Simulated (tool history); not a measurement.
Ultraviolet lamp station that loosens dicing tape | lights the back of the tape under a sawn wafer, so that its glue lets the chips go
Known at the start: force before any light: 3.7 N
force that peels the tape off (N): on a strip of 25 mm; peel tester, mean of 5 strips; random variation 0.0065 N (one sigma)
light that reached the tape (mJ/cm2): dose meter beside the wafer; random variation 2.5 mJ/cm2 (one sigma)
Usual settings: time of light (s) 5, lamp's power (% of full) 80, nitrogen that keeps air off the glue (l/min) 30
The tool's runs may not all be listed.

run   hour  time of light (s)  lamp's power (% of full)  nitrogen that keeps air off the glue (l/min)  force that peels the tape off (N)  light that reached the tape (mJ/cm2)
  1      0                  5                        80                                            30                              0.243                                   265
  2    9.2                  5                        80                                            30                               0.24                                   262
  3   17.5                  5                        80                                            30                              0.243                                   262
  4   28.3                  5                        80                                            30                              0.251                                   261
  5   40.6                  8                        80                                            30                              0.176                                   412
  6     50                  8                        80                                            30                              0.169                                   416
  7   63.8                  8                        80                                            30                               0.18                                   411
  8   71.8                  8                        80                                            30                              0.179                                   397
  9   87.5                  5                        68                                            30                              0.324                                   219
 10   98.5                  5                        68                                            58                               0.25                                   210
 11  107.8                  5                        80                                            29                              0.265                                   248
 12  123.4                  5                        80                                            30                              0.261                                   244
 13  133.1                  5                        80                                            30                              0.263                                   248
 14  142.7                  5                        80                                            30                              0.276                                   242
 15  158.4                  5                        80                                            30                              0.269                                   242
 16  172.9                  5                        80                                            30                              0.276                                   234
 17  183.3                  5                        80                                            30                              0.269                                   240
 18    196                  2                        80                                            30                              1.035                                    91
 19  206.7                  2                        80                                            30                              1.046                                    92
 20  218.2                  2                        80                                            30                              1.054                                    99
 21  232.2                  2                        80                                            30                              1.027                                    93
 22  239.4                  5                        80                                            20                              0.368                                   232
     250.4  -- window cleaned of glue's vapour
 23  255.5                  5                        80                                            20                              0.336                                   243
 24  262.9                  5                        80                                            21                              0.328                                   239
 25  272.9                  7                        64                                            19                              0.306                                   263
 26    280                  7                        64                                            19                                0.3                                   263
 27  295.1                  3                        67                                            21                              0.909                                   117
 28  307.1                  9                        79                                            13                              0.207                                   410
 29  320.9                  9                        79                                            13                              0.228                                   403
 30  328.6                  9                        88                                            13                              0.197                                   457
 31  340.1                  6                        96                                            30                              0.199                                   328
 32  352.5                  6                        96                                            30                              0.205                                   331
 33  360.4                  6                        96                                            30                              0.192                                   322
 34  368.7                  6                        96                                            30                              0.202                                   326
 35    378                  6                        64                                            15                              0.506                                   213
 36  390.5                  2                        81                                            15                              1.488                                    90
 37  403.4                  2                        81                                            15                              1.508                                    85
 38    416                  2                        81                                            14                              1.465                                    87
 39  429.3                  7                        65                                            14                              0.425                                   248
 40  437.9                  4                        65                                            29                              0.635                                   142
 41  452.5                  5                        76                                            30                              0.352                                   200
 42  465.2                  6                        80                                            30                              0.247                                   247
 43    475                  2                        80                                            36                              1.081                                    84
 44  489.2                  2                        80                                            36                              1.106                                    81

Hidden state or all else? Some run-to-run changes of force that peels the tape off (N), split into what the settings, what came in and random variation would give without the hidden state, and what is left for the hidden state (with any gauge scatter that isn't in both results):
The hidden state here: lamp's light, % of a new lamp's; light that the window lets through, % of a clean one's; drift of the gauge itself on peel_n, %; drift of the gauge itself on dose_mj_cm2, %.
Run 27 -> 28: time of light (s) 3 -> 9, lamp's power (% of full) 67 -> 79, nitrogen that keeps air off the glue (l/min) 21 -> 13. force that peels the tape off (N) -0.702: hidden state -0.262, all else -0.44.
Run 35 -> 36: time of light (s) 6 -> 2, lamp's power (% of full) 64 -> 81. force that peels the tape off (N) +0.982: hidden state +0.24, all else +0.742.
Run 38 -> 39: time of light (s) 2 -> 7, lamp's power (% of full) 81 -> 65. force that peels the tape off (N) -1.04: hidden state -0.26, all else -0.78.
Run 42 -> 43: time of light (s) 6 -> 2, nitrogen that keeps air off the glue (l/min) 30 -> 36. force that peels the tape off (N) +0.834: hidden state +0.363, all else +0.471.
